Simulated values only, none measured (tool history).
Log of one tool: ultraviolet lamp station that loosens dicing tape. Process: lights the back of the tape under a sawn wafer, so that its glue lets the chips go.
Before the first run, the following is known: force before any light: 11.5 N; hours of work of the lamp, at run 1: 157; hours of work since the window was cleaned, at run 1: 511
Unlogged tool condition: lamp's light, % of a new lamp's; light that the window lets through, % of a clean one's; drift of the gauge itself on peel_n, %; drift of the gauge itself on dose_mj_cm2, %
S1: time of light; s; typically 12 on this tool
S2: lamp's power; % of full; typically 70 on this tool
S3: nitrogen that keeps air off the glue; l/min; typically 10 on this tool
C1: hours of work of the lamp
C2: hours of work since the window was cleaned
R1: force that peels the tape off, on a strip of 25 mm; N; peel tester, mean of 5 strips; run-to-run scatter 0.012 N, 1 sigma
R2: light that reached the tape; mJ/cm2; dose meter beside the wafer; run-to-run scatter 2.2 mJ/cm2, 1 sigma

{"run": 1, "day": 0.0, "S1": 12, "S2": 70, "S3": 10, "C1": 157, "C2": 511, "R1": 0.765, "R2": 168}
{"run": 2, "day": 0.275, "S1": 12, "S2": 70, "S3": 10, "C1": 160, "C2": 514, "R1": 0.777, "R2": 171}
{"run": 3, "day": 0.708, "S1": 12, "S2": 70, "S3": 10, "C1": 166, "C2": 519, "R1": 0.758, "R2": 171}
{"run": 4, "day": 1.046, "S1": 12, "S2": 70, "S3": 10, "C1": 170, "C2": 523, "R1": 0.767, "R2": 175}
{"run": 5, "day": 1.533, "S1": 12, "S2": 70, "S3": 10, "C1": 175, "C2": 529, "R1": 0.764, "R2": 169}
{"run": 6, "day": 1.796, "S1": 21, "S2": 70, "S3": 10, "C1": 179, "C2": 532, "R1": 0.187, "R2": 296}
{"run": 7, "day": 2.188, "S1": 21, "S2": 70, "S3": 10, "C1": 183, "C2": 537, "R1": 0.177, "R2": 294}
{"run": 8, "day": 2.412, "S1": 13, "S2": 70, "S3": 10, "C1": 186, "C2": 540, "R1": 0.639, "R2": 183}
{"run": 9, "day": 2.812, "S1": 12, "S2": 79, "S3": 10, "C1": 191, "C2": 545, "R1": 0.578, "R2": 191}
{"run": 10, "day": 3.275, "S1": 12, "S2": 79, "S3": 10, "C1": 196, "C2": 550, "R1": 0.557, "R2": 192}
{"run": 11, "day": 3.738, "S1": 12, "S2": 79, "S3": 10, "C1": 202, "C2": 556, "R1": 0.595, "R2": 189}
{"run": 12, "day": 4.238, "S1": 12, "S2": 79, "S3": 10, "C1": 208, "C2": 562, "R1": 0.589, "R2": 191}
{"run": 13, "day": 4.717, "S1": 12, "S2": 79, "S3": 10, "C1": 213, "C2": 567, "R1": 0.576, "R2": 185}
{"run": 14, "day": 5.217, "S1": 12, "S2": 79, "S3": 10, "C1": 219, "C2": 573, "R1": 0.617, "R2": 191}
{"run": 15, "day": 5.654, "S1": 12, "S2": 79, "S3": 4, "C1": 225, "C2": 578, "R1": 1.124, "R2": 189}
{"run": 16, "day": 5.925, "S1": 12, "S2": 70, "S3": 10, "C1": 228, "C2": 582, "R1": 0.814, "R2": 163}
{"run": 17, "day": 6.312, "S1": 12, "S2": 70, "S3": 10, "C1": 232, "C2": 586, "R1": 0.823, "R2": 167}
{"run": 18, "day": 6.529, "S1": 12, "S2": 70, "S3": 10, "C1": 235, "C2": 589, "R1": 0.814, "R2": 164}
{"day": 6.575, "done": "window cleaned of glue's vapour"}
{"run": 19, "day": 6.812, "S1": 12, "S2": 70, "S3": 10, "C1": 238, "C2": 3, "R1": 0.877, "R2": 165}
{"run": 20, "day": 7.304, "S1": 12, "S2": 79, "S3": 10, "C1": 244, "C2": 9, "R1": 0.676, "R2": 182}
{"day": 7.588, "done": "window cleaned of glue's vapour, once more"}
{"run": 21, "day": 7.808, "S1": 12, "S2": 70, "S3": 15, "C1": 250, "C2": 3, "R1": 0.528, "R2": 184}
{"run": 22, "day": 8.15, "S1": 12, "S2": 70, "S3": 10, "C1": 254, "C2": 7, "R1": 0.669, "R2": 183}
{"run": 23, "day": 8.529, "S1": 12, "S2": 70, "S3": 3, "C1": 258, "C2": 11, "R1": 1.449, "R2": 181}
{"run": 24, "day": 8.867, "S1": 12, "S2": 86, "S3": 10, "C1": 262, "C2": 15, "R1": 0.384, "R2": 221}
{"run": 25, "day": 9.138, "S1": 12, "S2": 70, "S3": 11, "C1": 266, "C2": 19, "R1": 0.603, "R2": 179}
{"run": 26, "day": 9.438, "S1": 12, "S2": 61, "S3": 9, "C1": 269, "C2": 22, "R1": 0.995, "R2": 158}
{"run": 27, "day": 9.821, "S1": 9, "S2": 94, "S3": 14, "C1": 274, "C2": 27, "R1": 0.54, "R2": 184}
{"run": 28, "day": 10.029, "S1": 9, "S2": 94, "S3": 14, "C1": 276, "C2": 29, "R1": 0.547, "R2": 182}
{"run": 29, "day": 10.367, "S1": 9, "S2": 84, "S3": 7, "C1": 280, "C2": 33, "R1": 1.061, "R2": 162}
{"run": 30, "day": 10.871, "S1": 9, "S2": 84, "S3": 7, "C1": 286, "C2": 39, "R1": 1.103, "R2": 161}
{"run": 31, "day": 11.342, "S1": 12, "S2": 80, "S3": 10, "C1": 292, "C2": 45, "R1": 0.493, "R2": 207}
{"run": 32, "day": 11.75, "S1": 12, "S2": 89, "S3": 5, "C1": 297, "C2": 50, "R1": 0.603, "R2": 230}
{"run": 33, "day": 12.083, "S1": 16, "S2": 84, "S3": 5, "C1": 301, "C2": 54, "R1": 0.323, "R2": 287}
{"run": 34, "day": 12.554, "S1": 16, "S2": 84, "S3": 5, "C1": 306, "C2": 59, "R1": 0.317, "R2": 288}
{"run": 35, "day": 12.875, "S1": 16, "S2": 84, "S3": 5, "C1": 310, "C2": 63, "R1": 0.322, "R2": 285}
{"run": 36, "day": 13.088, "S1": 16, "S2": 84, "S3": 5, "C1": 313, "C2": 66, "R1": 0.32, "R2": 290}
{"run": 37, "day": 13.588, "S1": 16, "S2": 84, "S3": 5, "C1": 319, "C2": 72, "R1": 0.334, "R2": 284}
{"run": 38, "day": 14.092, "S1": 16, "S2": 84, "S3": 5, "C1": 325, "C2": 78, "R1": 0.336, "R2": 282}
{"run": 39, "day": 14.429, "S1": 12, "S2": 70, "S3": 6, "C1": 329, "C2": 82, "R1": 0.973, "R2": 179}
{"run": 40, "day": 14.8, "S1": 12, "S2": 70, "S3": 6, "C1": 333, "C2": 86, "R1": 0.972, "R2": 177}
{"run": 41, "day": 15.125, "S1": 24, "S2": 70, "S3": 10, "C1": 337, "C2": 90, "R1": 0.121, "R2": 352}
{"run": 42, "day": 15.533, "S1": 24, "S2": 70, "S3": 10, "C1": 342, "C2": 95, "R1": 0.128, "R2": 350}
{"run": 43, "day": 15.762, "S1": 18, "S2": 89, "S3": 4, "C1": 345, "C2": 98, "R1": 0.246, "R2": 335}

What if the next run were any one of these 4? Each begins from the tool's condition after run 43:
{"run": "A", "day": 16.162, "S1": 8, "S2": 89, "S3": 4, "C1": 349, "C2": 102, "R1": "?", "R2": "?"}
{"run": "B", "day": 16.162, "S1": 11, "S2": 89, "S3": 9, "C1": 349, "C2": 102, "R1": "?", "R2": "?"}
{"run": "C", "day": 16.162, "S1": 18, "S2": 79, "S3": 4, "C1": 349, "C2": 102, "R1": "?", "R2": "?"}
{"run": "D", "day": 16.162, "S1": 18, "S2": 89, "S3": 7, "C1": 349, "C2": 102, "R1": "?", "R2": "?"}

run=A R1=1.809 R2=148
run=B R1=0.509 R2=205
run=C R1=0.349 R2=296
run=D R1=0.153 R2=334
With the hidden condition removed and each run's random variation left untouched, the same runs would have given:
run=A R1=1.429 R2=168
run=B R1=0.360 R2=231
run=C R1=0.246 R2=335
run=D R1=0.118 R2=378
